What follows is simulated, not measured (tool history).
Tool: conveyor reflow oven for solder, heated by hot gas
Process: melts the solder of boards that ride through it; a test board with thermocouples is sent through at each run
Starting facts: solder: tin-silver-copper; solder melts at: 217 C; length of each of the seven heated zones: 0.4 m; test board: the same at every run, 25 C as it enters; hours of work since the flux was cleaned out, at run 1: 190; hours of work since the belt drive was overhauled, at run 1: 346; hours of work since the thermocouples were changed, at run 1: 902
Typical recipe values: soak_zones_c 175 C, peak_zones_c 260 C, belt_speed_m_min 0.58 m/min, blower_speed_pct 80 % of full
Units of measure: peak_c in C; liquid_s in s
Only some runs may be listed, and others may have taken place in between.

| run | hour | soak_zones_c | peak_zones_c | belt_speed_m_min | blower_speed_pct | hours of work since the flux was cleaned out | hours of work since the belt drive was overhauled | hours of work since the thermocouples were changed | peak_c | liquid_s |
|---|---|---|---|---|---|---|---|---|---|---|
| 1 | 0 | 175 | 260 | 0.58 | 80 | 190 | 346 | 902 | 240.3 | 51.9 |
| 2 | 8.8 | 175 | 260 | 0.58 | 80 | 197 | 353 | 909 | 240.7 | 50.5 |
| 3 | 20.7 | 175 | 260 | 0.58 | 76 | 206 | 363 | 918 | 240.4 | 50.3 |
| 4 | 26.5 | 175 | 260 | 0.58 | 76 | 211 | 367 | 923 | 239.8 | 49.3 |
| 5 | 33.2 | 175 | 260 | 0.58 | 76 | 216 | 373 | 928 | 239.8 | 50.2 |
| 6 | 40.3 | 175 | 260 | 0.58 | 76 | 222 | 378 | 934 | 239.4 | 49.3 |
| 7 | 45.3 | 175 | 260 | 0.58 | 76 | 226 | 382 | 937 | 239.8 | 49.5 |
| 8 | 55.2 | 175 | 260 | 0.58 | 76 | 234 | 390 | 945 | 240.2 | 49 |
| 9 | 65.2 | 175 | 260 | 0.58 | 80 | 242 | 398 | 953 | 240.2 | 49.9 |
| 10 | 72.1 | 175 | 260 | 0.587 | 80 | 247 | 403 | 959 | 240 | 49.7 |
|  | 77.9 | flux residue cleaned out of gas plates and filters |
| 11 | 82.5 | 175 | 260 | 0.587 | 80 | 4 | 408 | 963 | 238.7 | 47.9 |
| 12 | 88.6 | 186 | 260 | 0.583 | 80 | 9 | 413 | 968 | 242.6 | 55.9 |
| 13 | 94.5 | 183 | 250 | 0.588 | 70 | 13 | 417 | 972 | 230.4 | 38.1 |
| 14 | 102.3 | 175 | 260 | 0.58 | 54 | 19 | 423 | 979 | 232.2 | 35.4 |
| 15 | 112 | 175 | 260 | 0.58 | 54 | 27 | 431 | 986 | 232.1 | 35.7 |
| 16 | 117.9 | 175 | 264 | 0.622 | 80 | 32 | 436 | 991 | 240.3 | 46.6 |
|  | 125.8 | flux residue cleaned out of gas plates and filters, once more |
| 17 | 134.5 | 175 | 264 | 0.479 | 80 | 7 | 445 | 1000 | 251.1 | 75.8 |
| 18 | 142.3 | 185 | 272 | 0.687 | 69 | 13 | 451 | 1006 | 246.2 | 48.6 |
| 19 | 152.4 | 166 | 270 | 0.687 | 69 | 21 | 459 | 1014 | 239.4 | 35.6 |

Run 20 comes next. What will it give?
| 20 | 160.8 | 175 | 253 | 0.58 | 82 | 28 | 466 | 1021 | ? | ? |

peak_c: 236.8 C
liquid_s: 46.9 s
Take away the tool's hidden state, keep the run-to-run variation as it was, and the same run would have given peak_c 240 C, liquid_s 50.8 s.
